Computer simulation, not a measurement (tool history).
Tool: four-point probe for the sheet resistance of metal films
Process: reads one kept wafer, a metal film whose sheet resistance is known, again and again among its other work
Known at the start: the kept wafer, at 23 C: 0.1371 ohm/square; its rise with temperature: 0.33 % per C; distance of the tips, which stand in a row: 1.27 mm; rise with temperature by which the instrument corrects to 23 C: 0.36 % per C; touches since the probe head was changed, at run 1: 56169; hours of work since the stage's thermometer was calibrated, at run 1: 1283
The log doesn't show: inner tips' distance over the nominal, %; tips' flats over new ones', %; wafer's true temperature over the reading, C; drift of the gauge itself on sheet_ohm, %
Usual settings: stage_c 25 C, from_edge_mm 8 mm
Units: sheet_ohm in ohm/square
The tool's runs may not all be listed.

run    hour  stage_c  from_edge_mm  touches since the probe head was changed  hours of work since the stage's thermometer was calibrated  sheet_ohm
  1     0.0       25             8                                     56169                                                        1283   0.137453
  2    63.6       25             8                                     58335                                                        1334   0.137406
  3   107.8       25             8                                     59839                                                        1369   0.137417
  4   193.7       25             8                                     62760                                                        1437   0.137320
  5   259.1       35             8                                     64987                                                        1489   0.136873
  6   309.2       35             8                                     66691                                                        1528   0.136881
  7   359.9       25             8                                     68419                                                        1569   0.137280
  8   445.1       25             8                                     71318                                                        1636   0.137254
  9   517.7       25             8                                     73790                                                        1694   0.137259
 10   576.6       25             8                                     75795                                                        1740   0.137208
 11   655.3       25             8                                     78471                                                        1803   0.137240
 12   734.1       25             8                                     81155                                                        1865   0.137170
      757.6  -- stage's thermometer calibrated
 13   800.6       25             8                                     83400                                                          34   0.137095
 14   851.5       25             7                                     85132                                                          74   0.137597
 15   924.9       25             7                                     87630                                                         133   0.137640
 16   996.5       25             7                                     90069                                                         189   0.137585
 17  1038.4       19             8                                     91493                                                         222   0.137299
 18  1118.2       25             8                                     94210                                                         286   0.136994
     1126.3  -- stage's thermometer calibrated, once more
 19  1210.0       25             8                                     97319                                                          66   0.137099
 20  1300.8       19             8                                    100407                                                         138   0.137304
 21  1372.4       19             5                                    102844                                                         195   0.140045
 22  1462.1       19             5                                    105898                                                         266   0.140063
 23  1512.8       19             5                                    107624                                                         306   0.139954
 24  1567.9       20            19                                    109498                                                         350   0.135725
 25  1658.1       22             8                                    112571                                                         421   0.137133
 26  1697.2       22            19                                    113898                                                         452   0.135586
 27  1760.2       25            49                                    116042                                                         502   0.135193
 28  1844.2       25            49                                    118902                                                         569   0.135139
 29  1912.7       25            61                                    121233                                                         623   0.135139
 30  2001.0       25            61                                    124240                                                         693   0.135071
 31  2045.0       25             5                                    125736                                                         728   0.139611
 32  2086.8       22            75                                    127160                                                         761   0.135141
 33  2142.8       25            26                                    129067                                                         805   0.135202
 34  2204.6       25            26                                    131170                                                         854   0.135161
 35  2273.1       25            26                                    133500                                                         908   0.135100
 36  2313.8       22            12                                    134885                                                         941   0.135953
 37  2405.9       25            19                                    138019                                                        1014   0.135268
 38  2449.3       25            19                                    139499                                                        1048   0.135256
 39  2505.4       28            14                                    141407                                                        1092   0.135357
 40  2551.8       20            23                                    142985                                                        1129   0.135282
 41  2637.6       20            23                                    145906                                                        1197   0.135315
 42  2719.4       18             5                                    148690                                                        1262   0.139720
 43  2799.4       18             5                                    151413                                                        1325   0.139690
 44  2867.5       29            10                                    153730                                                        1379   0.135833
 45  2930.0       29            10                                    155859                                                        1429   0.135800
 46  3005.3       29            10                                    158421                                                        1488   0.135777

How the hidden state differs across the entries between the runs, from the last listed run before each to the first after it:
Between runs 12 and 13: stage's thermometer calibrated (hour 757.6)
  inner tips' distance over the nominal, %: -1.07 -> -1.081; tips' flats over new ones', %: 30 -> 31; wafer's true temperature over the reading, C: -0.16 -> -0.28
  measured less the result without the state, sheet_ohm: -0.001676 -> -0.001745 ohm/square
Between runs 18 and 19: stage's thermometer calibrated, once more (hour 1126.3)
  inner tips' distance over the nominal, %: -1.135 -> -1.15; tips' flats over new ones', %: 35 -> 36; wafer's true temperature over the reading, C: -0.31 -> -0.03
  measured less the result without the state, sheet_ohm: -0.001838 -> -0.001737 ohm/square
